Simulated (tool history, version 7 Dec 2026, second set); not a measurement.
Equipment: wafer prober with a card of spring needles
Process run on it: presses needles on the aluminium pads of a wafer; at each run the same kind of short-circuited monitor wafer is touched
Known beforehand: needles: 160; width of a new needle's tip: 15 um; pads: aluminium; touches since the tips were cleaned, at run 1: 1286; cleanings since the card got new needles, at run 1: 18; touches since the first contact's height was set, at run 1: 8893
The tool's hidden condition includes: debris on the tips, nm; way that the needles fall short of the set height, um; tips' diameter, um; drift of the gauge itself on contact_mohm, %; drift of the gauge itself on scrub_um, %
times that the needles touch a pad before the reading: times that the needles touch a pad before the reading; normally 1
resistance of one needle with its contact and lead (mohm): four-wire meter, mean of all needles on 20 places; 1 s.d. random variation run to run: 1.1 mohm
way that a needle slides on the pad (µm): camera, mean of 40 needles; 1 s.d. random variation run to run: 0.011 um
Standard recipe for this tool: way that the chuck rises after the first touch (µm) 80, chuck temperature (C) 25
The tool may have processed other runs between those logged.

run	day	way that the chuck rises after the first touch (µm)	chuck temperature (C)	times that the needles touch a pad before the reading	touches since the tips were cleaned	cleanings since the card got new needles	touches since the first contact's height was set	resistance of one needle with its contact and lead (mohm)	way that a needle slides on the pad (µm)
1	0	80	25	1	1286	18	8893	245	20.87
# day 0.533: tips cleaned on abrasive film
# day 1.404: tips cleaned on abrasive film
# day 2.271: tips cleaned on abrasive film
2	2.488	88	25	1	1354	21	24140	247	22.96
# day 3.025: tips cleaned on abrasive film
# day 3.854: tips cleaned on abrasive film
# day 4.729: tips cleaned on abrasive film
3	4.954	88	25	1	1392	24	39244	246	22.95
# day 5.471: tips cleaned on abrasive film
# day 6.358: tips cleaned on abrasive film
4	6.471	88	25	1	688	26	48528	247	22.94
# day 7.158: tips cleaned on abrasive film
# day 7.988: tips cleaned on abrasive film
5	8.408	80	25	1	2589	28	60389	244	20.86
# day 8.754: tips cleaned on abrasive film
# day 9.608: tips cleaned on abrasive film
# day 10.496: tips cleaned on abrasive film
6	11.062	80	25	1	3478	31	76657	246	20.87
# day 11.242: tips cleaned on abrasive film
# day 12.121: tips cleaned on abrasive film
# day 12.638: height of the first contact set anew
# day 12.979: tips cleaned on abrasive film
7	13.317	80	25	1	2081	34	4150	246	20.85
# day 13.838: tips cleaned on abrasive film
# day 14.721: tips cleaned on abrasive film
# day 15.592: tips cleaned on abrasive film
8	16.058	80	25	1	2887	37	20959	246	20.86
# day 16.417: tips cleaned on abrasive film
# day 17.279: tips cleaned on abrasive film
# day 18.138: tips cleaned on abrasive film
# day 18.971: tips cleaned on abrasive film
9	18.971	80	25	1	0	41	38770	245	20.84
# day 19.679: tips cleaned on abrasive film
# day 20.567: tips cleaned on abrasive film
# day 21.392: tips cleaned on abrasive film
10	21.392	80	25	1	0	44	53612	248	20.85
# day 22.258: tips cleaned on abrasive film
# day 22.967: tips cleaned on abrasive film
# day 23.842: tips cleaned on abrasive film
11	23.946	80	25	1	633	47	69238	245	20.85
# day 24.654: tips cleaned on abrasive film
# day 25.512: tips cleaned on abrasive film
12	26.058	80	25	1	3367	49	82197	245	20.86
# day 26.238: tips cleaned on abrasive film
# day 26.779: height of the first contact set anew
# day 27.108: tips cleaned on abrasive film
# day 27.971: tips cleaned on abrasive film
# day 28.679: tips cleaned on abrasive film
13	28.971	80	25	1	1795	53	13413	247	20.87
# day 29.504: tips cleaned on abrasive film
# day 30.392: tips cleaned on abrasive film
14	30.962	77	27	2	3513	55	25620	248	20.09
# day 31.146: tips cleaned on abrasive film
# day 32.029: tips cleaned on abrasive film
# day 32.742: tips cleaned on abrasive film
# day 33.608: tips cleaned on abrasive film
15	34.079	77	27	2	2900	59	44696	248	20.08
# day 34.404: tips cleaned on abrasive film
# day 35.292: tips cleaned on abrasive film
# day 36.162: tips cleaned on abrasive film
# day 37.05: tips cleaned on abrasive film
16	37.479	80	26	1	2660	63	65541	246	20.85
# day 37.838: tips cleaned on abrasive film
# day 38.712: tips cleaned on abrasive film
17	39.312	85	26	2	3685	65	76757	246	22.13
# day 39.492: tips cleaned on abrasive film
# day 40.379: tips cleaned on abrasive film
# day 40.917: height of the first contact set anew
# day 41.271: tips cleaned on abrasive film
# day 42.158: tips cleaned on abrasive film
18	42.567	80	62	2	2518	69	10126	255	20.88
# day 42.9: tips cleaned on abrasive film
# day 43.758: tips cleaned on abrasive film
19	44.138	65	25	2	2335	71	19737	249	16.95
# day 44.475: tips cleaned on abrasive film
# day 45.188: tips cleaned on abrasive film
# day 45.962: tips cleaned on abrasive film
20	45.962	68	120	1	0	74	30882	273	17.73
# day 46.829: tips cleaned on abrasive film
# day 47.717: tips cleaned on abrasive film
# day 48.425: tips cleaned on abrasive film
21	48.954	68	120	1	3247	77	49234	275	17.73
# day 49.312: tips cleaned on abrasive film
# day 50.175: tips cleaned on abrasive film
# day 51.062: tips cleaned on abrasive film
22	51.429	68	120	1	2251	80	64391	274	17.73
# day 51.783: tips cleaned on abrasive film
# day 52.496: tips cleaned on abrasive film
# day 53.383: tips cleaned on abrasive film
# day 54.092: tips cleaned on abrasive film
23	54.496	68	120	1	2491	84	83178	275	17.73
# day 54.854: tips cleaned on abrasive film
# day 55.046: height of the first contact set anew
# day 55.579: tips cleaned on abrasive film
# day 56.446: tips cleaned on abrasive film
# day 57.304: tips cleaned on abrasive film
24	57.625	68	120	1	1987	88	15825	274	17.72
# day 58.162: tips cleaned on abrasive film
# day 59.046: tips cleaned on abrasive film
# day 59.904: tips cleaned on abrasive film
25	60.258	68	120	1	2182	91	31950	273	17.74
# day 60.617: tips cleaned on abrasive film
# day 61.492: tips cleaned on abrasive film
26	61.996	85	38	1	3095	93	42588	248	22.16

Predict each of these 4 candidate next runs independently; none follows another, all start after run 26:
# day 62.354: tips cleaned on abrasive film
# day 63.221: tips cleaned on abrasive film
# day 63.933: tips cleaned on abrasive film
# day 64.817: tips cleaned on abrasive film
# day 65.617: tips cleaned on abrasive film
A	65.617	85	31	2	0	98	64747	?	?
# day 62.354: tips cleaned on abrasive film
# day 63.221: tips cleaned on abrasive film
# day 63.933: tips cleaned on abrasive film
# day 64.817: tips cleaned on abrasive film
# day 65.617: tips cleaned on abrasive film
B	65.617	71	57	1	0	98	64747	?	?
# day 62.354: tips cleaned on abrasive film
# day 63.221: tips cleaned on abrasive film
# day 63.933: tips cleaned on abrasive film
# day 64.817: tips cleaned on abrasive film
# day 65.617: tips cleaned on abrasive film
C	65.617	80	30	1	0	98	64747	?	?
# day 62.354: tips cleaned on abrasive film
# day 63.221: tips cleaned on abrasive film
# day 63.933: tips cleaned on abrasive film
# day 64.817: tips cleaned on abrasive film
# day 65.617: tips cleaned on abrasive film
D	65.617	85	38	1	0	98	64747	?	?

run	resistance of one needle with its contact and lead (mohm)	way that a needle slides on the pad (µm)
A	248	22.18
B	253	18.53
C	247	20.84
D	251	22.16
Without the tool's hidden state the same runs would have given:
run	resistance of one needle with its contact and lead (mohm)	way that a needle slides on the pad (µm)
A	248	22.19
B	253	18.54
C	247	20.85
D	251	22.17
